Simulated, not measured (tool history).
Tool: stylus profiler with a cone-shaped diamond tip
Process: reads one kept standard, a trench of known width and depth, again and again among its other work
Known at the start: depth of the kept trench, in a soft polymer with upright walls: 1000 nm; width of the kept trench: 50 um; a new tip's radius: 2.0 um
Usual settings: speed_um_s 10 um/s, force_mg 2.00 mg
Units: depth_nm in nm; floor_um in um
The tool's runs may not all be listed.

| run | day | speed_um_s | force_mg | depth_nm | floor_um |
|---|---|---|---|---|---|
| 1 | 0.000 | 10 | 2.00 | 1008.94 | 45.04 |
| 2 | 3.554 | 10 | 2.00 | 1008.34 | 44.93 |
| 3 | 8.450 | 10 | 4.69 | 1016.08 | 44.95 |
| 4 | 10.538 | 10 | 4.69 | 1016.02 | 44.87 |
| 5 | 13.438 | 10 | 4.69 | 1015.76 | 44.76 |
| 6 | 18.188 | 10 | 2.39 | 1009.60 | 44.78 |
|  | 21.662 | new tip fitted, height scale calibrated |
| 7 | 21.662 | 13 | 2.00 | 1009.42 | 46.55 |
| 8 | 25.858 | 13 | 2.00 | 1008.96 | 46.40 |
| 9 | 30.171 | 13 | 2.00 | 1009.20 | 46.33 |
| 10 | 35.050 | 13 | 2.00 | 1008.56 | 46.23 |
| 11 | 39.871 | 25 | 2.00 | 1008.20 | 46.05 |
| 12 | 44.521 | 25 | 2.00 | 1008.30 | 45.92 |
| 13 | 47.308 | 25 | 2.00 | 1008.69 | 45.91 |
| 14 | 50.450 | 4 | 2.00 | 1009.29 | 45.95 |
| 15 | 53.608 | 4 | 2.00 | 1008.38 | 45.87 |
| 16 | 56.871 | 8 | 2.36 | 1009.13 | 45.83 |
| 17 | 60.771 | 3 | 3.55 | 1013.16 | 45.78 |
| 18 | 65.492 | 3 | 3.55 | 1012.81 | 45.68 |
| 19 | 70.004 | 10 | 0.90 | 1004.34 | 45.55 |
| 20 | 73.971 | 10 | 0.90 | 1004.14 | 45.51 |
| 21 | 78.950 | 10 | 0.90 | 1004.17 | 45.43 |
| 22 | 83.496 | 3 | 2.79 | 1010.66 | 45.36 |
| 23 | 85.712 | 2 | 0.81 | 1003.30 | 45.29 |
| 24 | 89.538 | 3 | 1.10 | 1004.64 | 45.26 |
| 25 | 93.533 | 5 | 0.82 | 1003.34 | 45.16 |
| 26 | 96.758 | 10 | 1.77 | 1006.79 | 45.08 |
| 27 | 99.846 | 10 | 1.77 | 1006.72 | 45.12 |

The same runs without the tool's hidden state, with the same run-to-run variation:
The hidden state here: radius of the tip, um; height scale over the true one, %; drift of the gauge itself on depth_nm, %; drift of the gauge itself on floor_um, %.
| run | depth_nm | floor_um |
|---|---|---|
| 1 | 1010.05 | 46.51 |
| 2 | 1009.50 | 46.46 |
| 3 | 1017.36 | 46.55 |
| 4 | 1017.34 | 46.51 |
| 5 | 1017.13 | 46.44 |
| 6 | 1011.05 | 46.53 |
| 7 | 1010.11 | 46.50 |
| 8 | 1009.73 | 46.45 |
| 9 | 1010.05 | 46.47 |
| 10 | 1009.50 | 46.48 |
| 11 | 1009.23 | 46.40 |
| 12 | 1009.42 | 46.37 |
| 13 | 1009.86 | 46.42 |
| 14 | 1010.52 | 46.52 |
| 15 | 1009.67 | 46.51 |
| 16 | 1010.49 | 46.53 |
| 17 | 1014.60 | 46.54 |
| 18 | 1014.34 | 46.53 |
| 19 | 1005.94 | 46.48 |
| 20 | 1005.82 | 46.51 |
| 21 | 1005.94 | 46.52 |
| 22 | 1012.53 | 46.52 |
| 23 | 1005.20 | 46.48 |
| 24 | 1006.61 | 46.53 |
| 25 | 1005.39 | 46.49 |
| 26 | 1008.90 | 46.46 |
| 27 | 1008.88 | 46.55 |

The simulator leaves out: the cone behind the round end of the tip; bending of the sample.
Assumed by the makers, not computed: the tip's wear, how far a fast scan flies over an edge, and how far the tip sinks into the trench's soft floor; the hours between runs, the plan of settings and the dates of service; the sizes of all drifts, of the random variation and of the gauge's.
